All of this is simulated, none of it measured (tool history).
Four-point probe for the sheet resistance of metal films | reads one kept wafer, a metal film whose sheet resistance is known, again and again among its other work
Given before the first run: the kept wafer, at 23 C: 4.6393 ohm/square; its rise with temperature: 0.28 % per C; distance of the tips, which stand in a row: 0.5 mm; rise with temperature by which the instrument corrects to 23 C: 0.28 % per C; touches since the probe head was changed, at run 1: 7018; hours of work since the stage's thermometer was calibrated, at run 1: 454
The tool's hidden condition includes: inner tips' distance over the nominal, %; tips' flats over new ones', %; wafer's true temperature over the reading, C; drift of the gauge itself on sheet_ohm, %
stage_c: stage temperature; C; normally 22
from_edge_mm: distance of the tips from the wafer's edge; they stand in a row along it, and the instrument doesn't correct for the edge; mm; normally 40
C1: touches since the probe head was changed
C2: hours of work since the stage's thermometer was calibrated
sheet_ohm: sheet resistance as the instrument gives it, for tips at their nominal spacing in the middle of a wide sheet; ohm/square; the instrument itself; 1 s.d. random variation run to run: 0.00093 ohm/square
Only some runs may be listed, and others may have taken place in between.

run 1 hour=0.0 | stage_c=22 from_edge_mm=40 | C1=7018 C2=454 | sheet_ohm=4.640909
run 2 hour=114.7 | stage_c=26 from_edge_mm=40 | C1=8245 C2=504 | sheet_ohm=4.639712
run 3 hour=219.5 | stage_c=22 from_edge_mm=40 | C1=9367 C2=549 | sheet_ohm=4.639815
run 4 hour=301.5 | stage_c=22 from_edge_mm=40 | C1=10245 C2=584 | sheet_ohm=4.640117
run 5 hour=438.9 | stage_c=22 from_edge_mm=40 | C1=11716 C2=643 | sheet_ohm=4.639294
run 6 hour=586.9 | stage_c=22 from_edge_mm=40 | C1=13301 C2=707 | sheet_ohm=4.641381
run 7 hour=688.7 | stage_c=19 from_edge_mm=40 | C1=14390 C2=751 | sheet_ohm=4.641143
run 8 hour=826.0 | stage_c=19 from_edge_mm=40 | C1=15860 C2=810 | sheet_ohm=4.640281
run 9 hour=888.0 | stage_c=24 from_edge_mm=40 | C1=16523 C2=837 | sheet_ohm=4.640122
run 10 hour=959.3 | stage_c=27 from_edge_mm=7 | C1=17287 C2=867 | sheet_ohm=4.651554
run 11 hour=1023.7 | stage_c=27 from_edge_mm=7 | C1=17976 C2=895 | sheet_ohm=4.650830
run 12 hour=1139.7 | stage_c=31 from_edge_mm=23 | C1=19218 C2=945 | sheet_ohm=4.639194
run 13 hour=1208.5 | stage_c=31 from_edge_mm=11 | C1=19954 C2=975 | sheet_ohm=4.643368
run 14 hour=1314.9 | stage_c=31 from_edge_mm=11 | C1=21093 C2=1020 | sheet_ohm=4.645477
run 15 hour=1408.1 | stage_c=22 from_edge_mm=5 | C1=22091 C2=1060 | sheet_ohm=4.663878
run 16 hour=1531.3 | stage_c=23 from_edge_mm=45 | C1=23410 C2=1114 | sheet_ohm=4.637843

Below are 3 alternative next runs, each starting from the tool's condition after run 16. Predict each:
run A hour=1598.9 | stage_c=24 from_edge_mm=4 | C1=24134 C2=1143 | sheet_ohm=?
run B hour=1598.9 | stage_c=21 from_edge_mm=52 | C1=24134 C2=1143 | sheet_ohm=?
run C hour=1598.9 | stage_c=29 from_edge_mm=45 | C1=24134 C2=1143 | sheet_ohm=?

run=A sheet_ohm=4.678683
run=B sheet_ohm=4.640556
run=C sheet_ohm=4.638904
Without the tool's hidden state the same runs would have given:
run=A sheet_ohm=4.678317
run=B sheet_ohm=4.640194
run=C sheet_ohm=4.638540
